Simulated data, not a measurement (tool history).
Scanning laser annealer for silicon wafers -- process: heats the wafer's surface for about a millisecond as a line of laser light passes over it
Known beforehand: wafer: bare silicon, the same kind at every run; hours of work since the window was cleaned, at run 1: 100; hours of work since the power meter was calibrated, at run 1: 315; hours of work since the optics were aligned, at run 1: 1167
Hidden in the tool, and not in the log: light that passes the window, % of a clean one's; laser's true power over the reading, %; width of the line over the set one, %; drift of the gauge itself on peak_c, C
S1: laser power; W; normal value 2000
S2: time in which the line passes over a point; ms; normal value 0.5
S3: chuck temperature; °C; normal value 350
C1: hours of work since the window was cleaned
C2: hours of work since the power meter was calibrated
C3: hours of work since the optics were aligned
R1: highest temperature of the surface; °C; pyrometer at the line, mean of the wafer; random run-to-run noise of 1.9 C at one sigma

{"run": 1, "hour": 0.0, "S1": 2000, "S2": 0.5, "S3": 350, "C1": 100, "C2": 315, "C3": 1167, "R1": 1060}
{"run": 2, "hour": 14.0, "S1": 2000, "S2": 0.5, "S3": 350, "C1": 107, "C2": 322, "C3": 1174, "R1": 1061}
{"run": 3, "hour": 20.2, "S1": 2000, "S2": 0.5, "S3": 350, "C1": 111, "C2": 325, "C3": 1178, "R1": 1060}
{"run": 4, "hour": 32.6, "S1": 2000, "S2": 0.5, "S3": 350, "C1": 117, "C2": 332, "C3": 1184, "R1": 1059}
{"hour": 35.7, "done": "window over the wafer cleaned"}
{"run": 5, "hour": 42.6, "S1": 2000, "S2": 0.5, "S3": 350, "C1": 4, "C2": 336, "C3": 1188, "R1": 1054}
{"run": 6, "hour": 54.0, "S1": 2000, "S2": 0.5, "S3": 350, "C1": 10, "C2": 342, "C3": 1194, "R1": 1054}
{"run": 7, "hour": 66.0, "S1": 2000, "S2": 0.5, "S3": 350, "C1": 16, "C2": 348, "C3": 1201, "R1": 1057}
{"run": 8, "hour": 75.2, "S1": 2000, "S2": 0.5, "S3": 350, "C1": 21, "C2": 353, "C3": 1205, "R1": 1049}
{"run": 9, "hour": 87.2, "S1": 1745, "S2": 0.352, "S3": 333, "C1": 27, "C2": 359, "C3": 1212, "R1": 836}
{"hour": 99.9, "done": "window over the wafer cleaned, once more"}
{"run": 10, "hour": 101.0, "S1": 1700, "S2": 0.614, "S3": 310, "C1": 1, "C2": 366, "C3": 1218, "R1": 953}
{"run": 11, "hour": 114.7, "S1": 1700, "S2": 0.435, "S3": 310, "C1": 8, "C2": 373, "C3": 1225, "R1": 856}
{"hour": 126.9, "done": "optics aligned, line set to its width"}
{"run": 12, "hour": 133.5, "S1": 1700, "S2": 0.599, "S3": 351, "C1": 15, "C2": 380, "C3": 3, "R1": 1013}

Here are 5 independent what-if runs from the current tool condition. What would each one return?
{"run": "A", "hour": 143.3, "S1": 1700, "S2": 0.599, "S3": 378, "C1": 20, "C2": 385, "C3": 9, "R1": "?"}
{"run": "B", "hour": 143.3, "S1": 1836, "S2": 0.549, "S3": 335, "C1": 20, "C2": 385, "C3": 9, "R1": "?"}
{"run": "C", "hour": 143.3, "S1": 2000, "S2": 0.5, "S3": 353, "C1": 20, "C2": 385, "C3": 9, "R1": "?"}
{"run": "D", "hour": 143.3, "S1": 1911, "S2": 0.606, "S3": 351, "C1": 20, "C2": 385, "C3": 9, "R1": "?"}
{"run": "E", "hour": 143.3, "S1": 1878, "S2": 0.542, "S3": 350, "C1": 20, "C2": 385, "C3": 9, "R1": "?"}

run=A R1=1037
run=B R1=1032
run=C R1=1095
run=D R1=1115
run=E R1=1063
With the hidden condition removed and each run's random variation left untouched, the same runs would have given:
run=A R1=1043
run=B R1=1039
run=C R1=1102
run=D R1=1122
run=E R1=1070

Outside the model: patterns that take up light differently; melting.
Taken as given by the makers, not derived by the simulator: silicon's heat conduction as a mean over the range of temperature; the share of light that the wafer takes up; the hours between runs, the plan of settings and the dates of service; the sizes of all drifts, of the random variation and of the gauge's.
